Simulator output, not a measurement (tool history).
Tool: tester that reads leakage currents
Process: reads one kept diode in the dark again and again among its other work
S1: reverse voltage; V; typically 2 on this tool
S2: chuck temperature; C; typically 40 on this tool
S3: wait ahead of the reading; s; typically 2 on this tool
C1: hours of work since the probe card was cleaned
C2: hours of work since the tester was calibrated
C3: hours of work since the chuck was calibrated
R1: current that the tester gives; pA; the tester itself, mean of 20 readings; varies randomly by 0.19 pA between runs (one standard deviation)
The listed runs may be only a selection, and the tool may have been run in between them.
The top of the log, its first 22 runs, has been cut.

{"run": 23, "hour": 2658.8, "S1": 2, "S2": 49, "S3": 2, "C1": 1986, "C2": 1222, "C3": 1474, "R1": 101.85}
{"run": 24, "hour": 2728.1, "S1": 4.71, "S2": 36, "S3": 2, "C1": 2030, "C2": 1265, "C3": 1518, "R1": 59.52}
{"run": 25, "hour": 2856.0, "S1": 8.16, "S2": 32, "S3": 4.82, "C1": 2110, "C2": 1345, "C3": 1598, "R1": 57.73}
{"hour": 2873.7, "done": "chuck's temperature calibrated"}
{"run": 26, "hour": 2954.9, "S1": 17.54, "S2": 27, "S3": 2, "C1": 2170, "C2": 1406, "C3": 51, "R1": 73.76}
{"run": 27, "hour": 3118.0, "S1": 17.54, "S2": 27, "S3": 2, "C1": 2272, "C2": 1508, "C3": 153, "R1": 74.44}
{"run": 28, "hour": 3243.4, "S1": 2, "S2": 22, "S3": 2, "C1": 2351, "C2": 1586, "C3": 231, "R1": 17.38}
{"run": 29, "hour": 3320.3, "S1": 2, "S2": 22, "S3": 2, "C1": 2399, "C2": 1634, "C3": 279, "R1": 17.32}
{"run": 30, "hour": 3467.9, "S1": 1.53, "S2": 48, "S3": 0.44, "C1": 2491, "C2": 1726, "C3": 372, "R1": 96.19}
{"run": 31, "hour": 3633.5, "S1": 1.61, "S2": 27, "S3": 1.7, "C1": 2595, "C2": 1830, "C3": 475, "R1": 22.11}
{"run": 32, "hour": 3742.0, "S1": 1.61, "S2": 27, "S3": 1.7, "C1": 2662, "C2": 1898, "C3": 543, "R1": 21.88}
{"run": 33, "hour": 3819.1, "S1": 1.61, "S2": 27, "S3": 1.7, "C1": 2711, "C2": 1946, "C3": 591, "R1": 21.94}
{"run": 34, "hour": 3931.9, "S1": 1.4, "S2": 52, "S3": 3.04, "C1": 2781, "C2": 2017, "C3": 662, "R1": 117.48}
{"run": 35, "hour": 4008.8, "S1": 1.4, "S2": 52, "S3": 3.04, "C1": 2829, "C2": 2065, "C3": 710, "R1": 116.25}
{"run": 36, "hour": 4102.5, "S1": 1.39, "S2": 22, "S3": 2.76, "C1": 2888, "C2": 2123, "C3": 768, "R1": 14.21}
{"run": 37, "hour": 4198.6, "S1": 1.97, "S2": 27, "S3": 0.6, "C1": 2948, "C2": 2183, "C3": 828, "R1": 24.18}
{"hour": 4283.2, "done": "probe card cleaned and baked"}
{"run": 38, "hour": 4341.9, "S1": 1.97, "S2": 27, "S3": 0.6, "C1": 37, "C2": 2271, "C3": 916, "R1": 21.36}
{"run": 39, "hour": 4441.4, "S1": 1.97, "S2": 44, "S3": 0.6, "C1": 99, "C2": 2333, "C3": 978, "R1": 74.08}
{"run": 40, "hour": 4610.3, "S1": 1.97, "S2": 28, "S3": 0.5, "C1": 205, "C2": 2439, "C3": 1084, "R1": 22.89}
{"run": 41, "hour": 4687.0, "S1": 2.21, "S2": 58, "S3": 1.19, "C1": 253, "C2": 2487, "C3": 1132, "R1": 198.42}

Each row is a separate what-if for the run after 41, all from the same tool condition, not one after another. Results?
{"run": "A", "hour": 4828.3, "S1": 3.79, "S2": 27, "S3": 1.42, "C1": 341, "C2": 2575, "C3": 1220, "R1": "?"}
{"run": "B", "hour": 4828.3, "S1": 1.2, "S2": 58, "S3": 6.51, "C1": 341, "C2": 2575, "C3": 1220, "R1": "?"}
{"run": "C", "hour": 4828.3, "S1": 3.31, "S2": 23, "S3": 1.39, "C1": 341, "C2": 2575, "C3": 1220, "R1": "?"}

run=A R1=27.02
run=B R1=154.65
run=C R1=18.69
Had the tool no hidden state, the same runs would have come out as:
run=A R1=29.89
run=B R1=171.2
run=C R1=20.62

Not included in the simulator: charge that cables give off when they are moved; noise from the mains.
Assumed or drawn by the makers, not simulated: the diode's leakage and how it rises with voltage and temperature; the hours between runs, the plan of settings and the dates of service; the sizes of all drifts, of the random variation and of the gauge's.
